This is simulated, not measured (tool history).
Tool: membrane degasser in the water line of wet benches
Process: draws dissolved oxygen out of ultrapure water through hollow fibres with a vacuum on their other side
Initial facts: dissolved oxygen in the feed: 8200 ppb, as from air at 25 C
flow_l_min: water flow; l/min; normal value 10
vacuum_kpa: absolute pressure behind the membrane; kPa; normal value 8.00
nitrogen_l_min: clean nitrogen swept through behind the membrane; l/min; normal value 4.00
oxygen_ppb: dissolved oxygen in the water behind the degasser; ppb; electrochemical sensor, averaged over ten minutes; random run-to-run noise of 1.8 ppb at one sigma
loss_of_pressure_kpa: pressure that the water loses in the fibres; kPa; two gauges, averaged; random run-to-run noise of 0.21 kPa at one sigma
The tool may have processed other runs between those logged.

run	day	flow_l_min	vacuum_kpa	nitrogen_l_min	oxygen_ppb	loss_of_pressure_kpa
1	0.000	10	8.00	4.00	174.4	51.08
2	3.379	10	8.00	2.82	180.6	51.18
3	5.562	10	8.00	4.00	175.1	51.36
4	7.871	10	8.00	4.00	174.1	51.28
5	10.438	8	8.00	4.00	97.3	40.77
6	13.475	8	8.00	4.00	97.3	41.01
7	16.862	8	8.00	4.00	96.5	40.90
8	18.958	8	8.00	4.00	96.7	41.37
9	21.454	8	8.00	4.00	95.6	40.78
10	23.042	10	8.00	4.00	172.8	51.29
11	26.067	10	8.00	4.00	173.2	51.61
12	28.275	10	8.00	4.00	172.3	51.25
13	31.429	10	8.00	4.00	176.7	51.76
14	33.708	10	8.00	4.00	173.0	51.78
15	36.612	10	8.00	4.00	176.6	51.42
16	40.021	10	8.00	4.00	175.2	51.56
17	42.454	15	8.00	3.66	442.4	77.53
18	44.612	15	8.00	3.66	441.9	77.31
19	46.421	6	5.95	3.06	38.2	30.95
20	48.221	8	6.83	4.05	91.4	41.34
21	50.750	14	6.83	4.05	373.4	72.58
22	52.204	12	6.99	2.78	275.0	62.10
23	55.229	8	8.00	4.00	97.8	41.85
24	58.150	14	4.82	4.00	353.6	73.07
25	60.204	14	4.82	4.00	356.0	72.78
26	61.683	14	4.82	5.26	351.1	73.06
27	63.833	15	8.00	4.00	441.2	77.65
28	66.646	11	8.00	4.81	217.2	57.46
29	70.008	11	18.40	8.32	238.0	56.81
# day 71.525: seals of the vacuum lines changed
30	71.575	10	7.62	4.00	173.0	52.36
31	74.088	11	8.00	10.52	203.0	57.13
32	75.792	11	8.00	10.52	204.3	57.61

Predict each of these 4 candidate next runs independently; none follows another, all start after run 32:
A	77.896	10	8.00	2.48	?	?
B	77.896	8	8.00	10.52	?	?
C	77.896	11	8.00	1.77	?	?
D	77.896	9	14.52	5.09	?	?

run	oxygen_ppb	loss_of_pressure_kpa
A	190.5	51.89
B	83.3	41.99
C	258.5	57.11
D	153.0	47.20
What these runs would have given with no unlogged condition in the tool:
run	oxygen_ppb	loss_of_pressure_kpa
A	189.9	50.70
B	83.0	41.04
C	257.9	55.81
D	152.6	46.13
